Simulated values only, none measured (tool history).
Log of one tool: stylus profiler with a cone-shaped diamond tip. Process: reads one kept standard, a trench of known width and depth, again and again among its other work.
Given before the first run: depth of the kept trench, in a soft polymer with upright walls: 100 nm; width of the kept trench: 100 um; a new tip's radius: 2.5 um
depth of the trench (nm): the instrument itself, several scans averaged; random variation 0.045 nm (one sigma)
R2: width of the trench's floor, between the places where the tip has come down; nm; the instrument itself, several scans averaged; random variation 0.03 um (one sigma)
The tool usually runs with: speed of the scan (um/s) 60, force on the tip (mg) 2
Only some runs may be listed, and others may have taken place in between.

run 1 hour=0 | speed_of_the_scan_(um/s)=60 force_on_the_tip_(mg)=2 | depth_of_the_trench_(nm)=101.18 R2=98190
run 2 hour=56.5 | speed_of_the_scan_(um/s)=60 force_on_the_tip_(mg)=2 | depth_of_the_trench_(nm)=101.09 R2=98170
run 3 hour=94.7 | speed_of_the_scan_(um/s)=60 force_on_the_tip_(mg)=1.7 | depth_of_the_trench_(nm)=101 R2=98100
run 4 hour=142.9 | speed_of_the_scan_(um/s)=60 force_on_the_tip_(mg)=1.7 | depth_of_the_trench_(nm)=100.92 R2=98130
run 5 hour=180.3 | speed_of_the_scan_(um/s)=60 force_on_the_tip_(mg)=2 | depth_of_the_trench_(nm)=101.14 R2=98120
run 6 hour=216.2 | speed_of_the_scan_(um/s)=60 force_on_the_tip_(mg)=2 | depth_of_the_trench_(nm)=101.14 R2=98070
run 7 hour=284.8 | speed_of_the_scan_(um/s)=60 force_on_the_tip_(mg)=2 | depth_of_the_trench_(nm)=101.08 R2=98050
run 8 hour=332.9 | speed_of_the_scan_(um/s)=60 force_on_the_tip_(mg)=2 | depth_of_the_trench_(nm)=101.07 R2=98030
run 9 hour=393.3 | speed_of_the_scan_(um/s)=60 force_on_the_tip_(mg)=2 | depth_of_the_trench_(nm)=100.94 R2=98010
run 10 hour=445 | speed_of_the_scan_(um/s)=60 force_on_the_tip_(mg)=2 | depth_of_the_trench_(nm)=101.01 R2=98030
run 11 hour=493.1 | speed_of_the_scan_(um/s)=60 force_on_the_tip_(mg)=1.52 | depth_of_the_trench_(nm)=100.79 R2=97970
run 12 hour=552.6 | speed_of_the_scan_(um/s)=112 force_on_the_tip_(mg)=1.52 | depth_of_the_trench_(nm)=100.85 R2=97740
run 13 hour=588.5 | speed_of_the_scan_(um/s)=112 force_on_the_tip_(mg)=1.52 | depth_of_the_trench_(nm)=100.82 R2=97680
run 14 hour=647.4 | speed_of_the_scan_(um/s)=112 force_on_the_tip_(mg)=1.52 | depth_of_the_trench_(nm)=100.81 R2=97750
run 15 hour=701.1 | speed_of_the_scan_(um/s)=112 force_on_the_tip_(mg)=1.52 | depth_of_the_trench_(nm)=100.86 R2=97640
run 16 hour=734.9 | speed_of_the_scan_(um/s)=60 force_on_the_tip_(mg)=4.06 | depth_of_the_trench_(nm)=101.71 R2=97960
run 17 hour=776.9 | speed_of_the_scan_(um/s)=60 force_on_the_tip_(mg)=4.06 | depth_of_the_trench_(nm)=101.69 R2=97900
run 18 hour=843 | speed_of_the_scan_(um/s)=60 force_on_the_tip_(mg)=2.14 | depth_of_the_trench_(nm)=101.06 R2=97880
run 19 hour=896 | speed_of_the_scan_(um/s)=60 force_on_the_tip_(mg)=2.14 | depth_of_the_trench_(nm)=100.97 R2=97830
run 20 hour=968.8 | speed_of_the_scan_(um/s)=60 force_on_the_tip_(mg)=2.14 | depth_of_the_trench_(nm)=100.98 R2=97800
run 21 hour=1034 | speed_of_the_scan_(um/s)=60 force_on_the_tip_(mg)=2.14 | depth_of_the_trench_(nm)=101 R2=97760
run 22 hour=1068.5 | speed_of_the_scan_(um/s)=60 force_on_the_tip_(mg)=2.28 | depth_of_the_trench_(nm)=101.1 R2=97790
run 23 hour=1122.9 | speed_of_the_scan_(um/s)=33 force_on_the_tip_(mg)=5.65 | depth_of_the_trench_(nm)=102.2 R2=97920
run 24 hour=1187 | speed_of_the_scan_(um/s)=81 force_on_the_tip_(mg)=4.66 | depth_of_the_trench_(nm)=101.77 R2=97710
run 25 hour=1224.5 | speed_of_the_scan_(um/s)=186 force_on_the_tip_(mg)=3.54 | depth_of_the_trench_(nm)=101.46 R2=97400
run 26 hour=1278.5 | speed_of_the_scan_(um/s)=52 force_on_the_tip_(mg)=0.96 | depth_of_the_trench_(nm)=100.4 R2=97610
-- hour=1316.5 height scale calibrated on a step standard
run 27 hour=1347.9 | speed_of_the_scan_(um/s)=52 force_on_the_tip_(mg)=0.96 | depth_of_the_trench_(nm)=100.72 R2=97600
run 28 hour=1414.4 | speed_of_the_scan_(um/s)=52 force_on_the_tip_(mg)=0.96 | depth_of_the_trench_(nm)=100.72 R2=97560
run 29 hour=1469 | speed_of_the_scan_(um/s)=152 force_on_the_tip_(mg)=5.03 | depth_of_the_trench_(nm)=102.2 R2=97450
run 30 hour=1505.2 | speed_of_the_scan_(um/s)=19 force_on_the_tip_(mg)=0.97 | depth_of_the_trench_(nm)=100.72 R2=97700
run 31 hour=1566.3 | speed_of_the_scan_(um/s)=30 force_on_the_tip_(mg)=5.33 | depth_of_the_trench_(nm)=102.31 R2=97730
run 32 hour=1616.7 | speed_of_the_scan_(um/s)=16 force_on_the_tip_(mg)=0.72 | depth_of_the_trench_(nm)=100.58 R2=97760
run 33 hour=1660.8 | speed_of_the_scan_(um/s)=23 force_on_the_tip_(mg)=3.14 | depth_of_the_trench_(nm)=101.5 R2=97730
run 34 hour=1731.4 | speed_of_the_scan_(um/s)=23 force_on_the_tip_(mg)=3.14 | depth_of_the_trench_(nm)=101.52 R2=97630
run 35 hour=1774.8 | speed_of_the_scan_(um/s)=174 force_on_the_tip_(mg)=4.39 | depth_of_the_trench_(nm)=101.98 R2=97360
run 36 hour=1839.1 | speed_of_the_scan_(um/s)=48 force_on_the_tip_(mg)=3.97 | depth_of_the_trench_(nm)=101.85 R2=97560
run 37 hour=1884.8 | speed_of_the_scan_(um/s)=48 force_on_the_tip_(mg)=3.97 | depth_of_the_trench_(nm)=101.82 R2=97580
run 38 hour=1929 | speed_of_the_scan_(um/s)=48 force_on_the_tip_(mg)=3.97 | depth_of_the_trench_(nm)=101.86 R2=97610
-- hour=1940.7 new tip fitted, height scale calibrated
run 39 hour=1986.5 | speed_of_the_scan_(um/s)=23 force_on_the_tip_(mg)=2.37 | depth_of_the_trench_(nm)=101.39 R2=98520
run 40 hour=2047.3 | speed_of_the_scan_(um/s)=102 force_on_the_tip_(mg)=2.12 | depth_of_the_trench_(nm)=101.16 R2=98190
run 41 hour=2093.3 | speed_of_the_scan_(um/s)=128 force_on_the_tip_(mg)=4.17 | depth_of_the_trench_(nm)=101.88 R2=98240
run 42 hour=2166.3 | speed_of_the_scan_(um/s)=26 force_on_the_tip_(mg)=3.3 | depth_of_the_trench_(nm)=101.61 R2=98480

Hidden state or all else? Some run-to-run changes of depth of the trench (nm), split into what the settings, what came in and random variation would give without the hidden state, and what is left for the hidden state (with any gauge scatter that isn't in both results):
Hidden conditions of the tool in this case: radius of the tip, um; height scale over the true one, %; drift of the gauge itself on depth_nm, %; drift of the gauge itself on floor_um, %.
Run 3 -> 4: no setting changed, nothing entered. depth of the trench (nm) -0.08: hidden state -0.02, all else -0.06.
Run 26 -> 27: height scale calibrated on a step standard. depth of the trench (nm) +0.32: hidden state +0.29, all else +0.03.
Run 28 -> 29: speed of the scan (um/s) 52 -> 152, force on the tip (mg) 0.96 -> 5.03. depth of the trench (nm) +1.48: hidden state -0.01, all else +1.49.
Run 30 -> 31: speed of the scan (um/s) 19 -> 30, force on the tip (mg) 0.97 -> 5.33. depth of the trench (nm) +1.59: hidden state -0.01, all else +1.6.
Run 31 -> 32: speed of the scan (um/s) 30 -> 16, force on the tip (mg) 5.33 -> 0.72. depth of the trench (nm) -1.73: hidden state -0.01, all else -1.72.
Run 38 -> 39: speed of the scan (um/s) 48 -> 23, force on the tip (mg) 3.97 -> 2.37, new tip fitted, height scale calibrated. depth of the trench (nm) -0.47: hidden state +0.06, all else -0.53.
